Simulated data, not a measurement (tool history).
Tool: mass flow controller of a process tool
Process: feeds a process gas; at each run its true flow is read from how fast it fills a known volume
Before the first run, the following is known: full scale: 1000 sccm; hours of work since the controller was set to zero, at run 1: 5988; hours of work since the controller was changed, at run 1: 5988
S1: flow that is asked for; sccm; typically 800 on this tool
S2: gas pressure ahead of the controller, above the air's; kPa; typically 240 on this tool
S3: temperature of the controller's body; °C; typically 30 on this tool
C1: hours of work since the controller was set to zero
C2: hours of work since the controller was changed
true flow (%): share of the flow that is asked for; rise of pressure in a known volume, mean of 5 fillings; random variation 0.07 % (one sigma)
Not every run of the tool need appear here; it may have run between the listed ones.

{"run": 1, "hour": 0.0, "S1": 800, "S2": 240, "S3": 30, "C1": 5988, "C2": 5988, "true flow (%)": 97.52}
{"run": 2, "hour": 225.3, "S1": 800, "S2": 240, "S3": 30, "C1": 6143, "C2": 6143, "true flow (%)": 97.49}
{"run": 3, "hour": 391.1, "S1": 800, "S2": 240, "S3": 30, "C1": 6256, "C2": 6256, "true flow (%)": 97.61}
{"run": 4, "hour": 655.6, "S1": 800, "S2": 233, "S3": 30, "C1": 6438, "C2": 6438, "true flow (%)": 97.44}
{"run": 5, "hour": 932.2, "S1": 800, "S2": 240, "S3": 30, "C1": 6627, "C2": 6627, "true flow (%)": 97.35}
{"run": 6, "hour": 1089.4, "S1": 800, "S2": 240, "S3": 30, "C1": 6735, "C2": 6735, "true flow (%)": 97.39}
{"hour": 1137.5, "done": "controller's zero set anew"}
{"run": 7, "hour": 1410.3, "S1": 800, "S2": 240, "S3": 30, "C1": 187, "C2": 6955, "true flow (%)": 96.86}
{"run": 8, "hour": 1678.4, "S1": 800, "S2": 240, "S3": 30, "C1": 371, "C2": 7138, "true flow (%)": 96.7}
{"run": 9, "hour": 2020.8, "S1": 186, "S2": 240, "S3": 30, "C1": 605, "C2": 7373, "true flow (%)": 95.47}
{"run": 10, "hour": 2225.6, "S1": 186, "S2": 240, "S3": 30, "C1": 746, "C2": 7513, "true flow (%)": 95.61}
{"run": 11, "hour": 2503.5, "S1": 800, "S2": 240, "S3": 30, "C1": 936, "C2": 7704, "true flow (%)": 96.45}
{"run": 12, "hour": 2650.5, "S1": 198, "S2": 240, "S3": 30, "C1": 1037, "C2": 7805, "true flow (%)": 95.55}
{"run": 13, "hour": 2929.7, "S1": 198, "S2": 240, "S3": 30, "C1": 1228, "C2": 7996, "true flow (%)": 95.43}
{"run": 14, "hour": 3199.1, "S1": 198, "S2": 240, "S3": 30, "C1": 1413, "C2": 8180, "true flow (%)": 95.49}
{"run": 15, "hour": 3395.2, "S1": 198, "S2": 240, "S3": 30, "C1": 1547, "C2": 8315, "true flow (%)": 95.49}
{"run": 16, "hour": 3552.5, "S1": 198, "S2": 240, "S3": 30, "C1": 1655, "C2": 8423, "true flow (%)": 95.47}
{"run": 17, "hour": 3839.9, "S1": 800, "S2": 170, "S3": 30, "C1": 1852, "C2": 8620, "true flow (%)": 96.47}
{"run": 18, "hour": 4008.8, "S1": 987, "S2": 240, "S3": 30, "C1": 1968, "C2": 8735, "true flow (%)": 96.35}
{"hour": 4040.6, "done": "controller exchanged for a calibrated one"}
{"run": 19, "hour": 4212.4, "S1": 987, "S2": 240, "S3": 30, "C1": 118, "C2": 118, "true flow (%)": 99.86}
{"run": 20, "hour": 4361.8, "S1": 987, "S2": 240, "S3": 23, "C1": 220, "C2": 220, "true flow (%)": 100.07}
{"run": 21, "hour": 4618.4, "S1": 987, "S2": 240, "S3": 23, "C1": 396, "C2": 396, "true flow (%)": 99.98}
{"run": 22, "hour": 4833.2, "S1": 987, "S2": 240, "S3": 23, "C1": 543, "C2": 543, "true flow (%)": 99.82}
{"run": 23, "hour": 5149.2, "S1": 382, "S2": 153, "S3": 33, "C1": 760, "C2": 760, "true flow (%)": 98.38}
{"run": 24, "hour": 5323.8, "S1": 800, "S2": 240, "S3": 31, "C1": 879, "C2": 879, "true flow (%)": 99.2}
{"run": 25, "hour": 5579.9, "S1": 779, "S2": 266, "S3": 30, "C1": 1055, "C2": 1055, "true flow (%)": 99.09}
{"run": 26, "hour": 5785.3, "S1": 779, "S2": 266, "S3": 30, "C1": 1196, "C2": 1196, "true flow (%)": 99.11}
{"run": 27, "hour": 6024.0, "S1": 526, "S2": 158, "S3": 36, "C1": 1359, "C2": 1359, "true flow (%)": 98.5}
{"run": 28, "hour": 6274.7, "S1": 324, "S2": 159, "S3": 36, "C1": 1531, "C2": 1531, "true flow (%)": 98.02}
{"run": 29, "hour": 6494.2, "S1": 363, "S2": 208, "S3": 36, "C1": 1682, "C2": 1682, "true flow (%)": 98.06}
{"run": 30, "hour": 6785.0, "S1": 305, "S2": 194, "S3": 20, "C1": 1881, "C2": 1881, "true flow (%)": 98.22}
{"run": 31, "hour": 7015.1, "S1": 305, "S2": 194, "S3": 20, "C1": 2039, "C2": 2039, "true flow (%)": 98.2}
{"run": 32, "hour": 7353.6, "S1": 800, "S2": 240, "S3": 22, "C1": 2271, "C2": 2271, "true flow (%)": 99.06}
{"run": 33, "hour": 7570.3, "S1": 800, "S2": 195, "S3": 25, "C1": 2419, "C2": 2419, "true flow (%)": 98.76}
{"run": 34, "hour": 7715.3, "S1": 183, "S2": 241, "S3": 30, "C1": 2518, "C2": 2518, "true flow (%)": 97.91}
{"run": 35, "hour": 7962.3, "S1": 800, "S2": 185, "S3": 34, "C1": 2688, "C2": 2688, "true flow (%)": 98.64}
{"run": 36, "hour": 8220.5, "S1": 800, "S2": 188, "S3": 26, "C1": 2865, "C2": 2865, "true flow (%)": 98.71}
{"run": 37, "hour": 8474.4, "S1": 800, "S2": 188, "S3": 26, "C1": 3039, "C2": 3039, "true flow (%)": 98.69}
{"run": 38, "hour": 8653.1, "S1": 767, "S2": 222, "S3": 36, "C1": 3161, "C2": 3161, "true flow (%)": 98.3}
{"run": 39, "hour": 8903.9, "S1": 153, "S2": 189, "S3": 29, "C1": 3333, "C2": 3333, "true flow (%)": 98.15}
{"run": 40, "hour": 9161.5, "S1": 176, "S2": 240, "S3": 24, "C1": 3510, "C2": 3510, "true flow (%)": 98}
{"run": 41, "hour": 9395.0, "S1": 176, "S2": 240, "S3": 24, "C1": 3670, "C2": 3670, "true flow (%)": 98.08}
{"run": 42, "hour": 9732.9, "S1": 132, "S2": 234, "S3": 30, "C1": 3901, "C2": 3901, "true flow (%)": 98.24}

Subtracting, for every run, the result it would have given without the tool's unlogged condition from the measured result gives the following. The same run-to-run variation enters both numbers; the gauge's scatter may not:
What the log doesn't record here: flow at rest that the sensor doesn't see, % of full scale; true flow over the shown one, %; drift of the gauge itself on true_pct, %.
run=1 true_flow_(%)=-1.79
run=2 true_flow_(%)=-1.85
run=3 true_flow_(%)=-1.89
run=4 true_flow_(%)=-1.94
run=5 true_flow_(%)=-2.02
run=6 true_flow_(%)=-2.05
run=7 true_flow_(%)=-2.62
run=8 true_flow_(%)=-2.69
run=9 true_flow_(%)=-2.44
run=10 true_flow_(%)=-2.46
run=11 true_flow_(%)=-2.87
run=12 true_flow_(%)=-2.5
run=13 true_flow_(%)=-2.53
run=14 true_flow_(%)=-2.55
run=15 true_flow_(%)=-2.57
run=16 true_flow_(%)=-2.58
run=17 true_flow_(%)=-3.18
run=18 true_flow_(%)=-3.24
run=19 true_flow_(%)=+0.09
run=20 true_flow_(%)=+0.05
run=21 true_flow_(%)=-0.01
run=22 true_flow_(%)=-0.06
run=23 true_flow_(%)=-0.05
run=24 true_flow_(%)=-0.17
run=25 true_flow_(%)=-0.22
run=26 true_flow_(%)=-0.27
run=27 true_flow_(%)=-0.26
run=28 true_flow_(%)=-0.2
run=29 true_flow_(%)=-0.26
run=30 true_flow_(%)=-0.25
run=31 true_flow_(%)=-0.28
run=32 true_flow_(%)=-0.63
run=33 true_flow_(%)=-0.68
run=34 true_flow_(%)=-0.03
run=35 true_flow_(%)=-0.79
run=36 true_flow_(%)=-0.84
run=37 true_flow_(%)=-0.91
run=38 true_flow_(%)=-0.94
run=39 true_flow_(%)=+0.13
run=40 true_flow_(%)=-0.06
run=41 true_flow_(%)=-0.07
run=42 true_flow_(%)=+0.37
